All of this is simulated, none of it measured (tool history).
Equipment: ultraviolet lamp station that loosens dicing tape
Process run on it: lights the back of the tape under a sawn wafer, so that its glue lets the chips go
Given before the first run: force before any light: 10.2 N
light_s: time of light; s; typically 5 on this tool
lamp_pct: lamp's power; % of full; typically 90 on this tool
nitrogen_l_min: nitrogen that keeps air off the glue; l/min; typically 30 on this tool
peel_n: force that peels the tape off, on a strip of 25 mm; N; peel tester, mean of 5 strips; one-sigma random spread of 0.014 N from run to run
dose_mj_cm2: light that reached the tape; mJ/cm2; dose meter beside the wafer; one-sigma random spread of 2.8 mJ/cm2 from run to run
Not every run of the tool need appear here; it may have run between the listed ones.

| run | hour | light_s | lamp_pct | nitrogen_l_min | peel_n | dose_mj_cm2 |
|---|---|---|---|---|---|---|
| 1 | 0 | 5 | 90 | 30 | 0.947 | 335 |
| 2 | 7.6 | 5 | 74 | 30 | 1.394 | 282 |
| 3 | 14 | 5 | 74 | 30 | 1.428 | 273 |
| 4 | 19.3 | 5 | 74 | 30 | 1.424 | 277 |
| 5 | 28.8 | 5 | 74 | 30 | 1.435 | 273 |
| 6 | 34.7 | 5 | 74 | 30 | 1.442 | 274 |
| 7 | 44 | 5 | 90 | 30 | 0.982 | 333 |
| 8 | 48.8 | 2 | 90 | 30 | 3.906 | 133 |
| 9 | 52.9 | 2 | 90 | 30 | 3.989 | 131 |
|  | 54.1 | window cleaned of glue's vapour |
| 10 | 61.9 | 2 | 81 | 19 | 4.898 | 121 |
| 11 | 69.9 | 2 | 81 | 19 | 4.989 | 117 |
|  | 72.1 | window cleaned of glue's vapour, once more |
| 12 | 75.7 | 7 | 81 | 25 | 0.559 | 461 |
| 13 | 83.5 | 10 | 63 | 10 | 1.062 | 515 |
| 14 | 90.4 | 10 | 63 | 10 | 1.082 | 512 |
| 15 | 96.1 | 5 | 71 | 16 | 2.054 | 284 |
| 16 | 102.3 | 5 | 68 | 30 | 1.453 | 273 |
| 17 | 109.7 | 5 | 68 | 30 | 1.507 | 273 |
| 18 | 119.5 | 3 | 68 | 11 | 4.769 | 164 |

Here are 5 independent what-if runs from the current tool condition. What would each one return?
| A | 126 | 5 | 92 | 26 | ? | ? |
| B | 126 | 8 | 97 | 22 | ? | ? |
| C | 126 | 5 | 75 | 32 | ? | ? |
| D | 126 | 3 | 78 | 32 | ? | ? |
| E | 126 | 5 | 69 | 22 | ? | ? |

| run | peel_n | dose_mj_cm2 |
|---|---|---|
| A | 0.921 | 366 |
| B | 0.322 | 621 |
| C | 1.163 | 297 |
| D | 2.548 | 184 |
| E | 1.757 | 274 |
What these runs would have given with no unlogged condition in the tool:
| run | peel_n | dose_mj_cm2 |
|---|---|---|
| A | 0.699 | 414 |
| B | 0.252 | 701 |
| C | 0.901 | 336 |
| D | 2.141 | 209 |
| E | 1.418 | 309 |

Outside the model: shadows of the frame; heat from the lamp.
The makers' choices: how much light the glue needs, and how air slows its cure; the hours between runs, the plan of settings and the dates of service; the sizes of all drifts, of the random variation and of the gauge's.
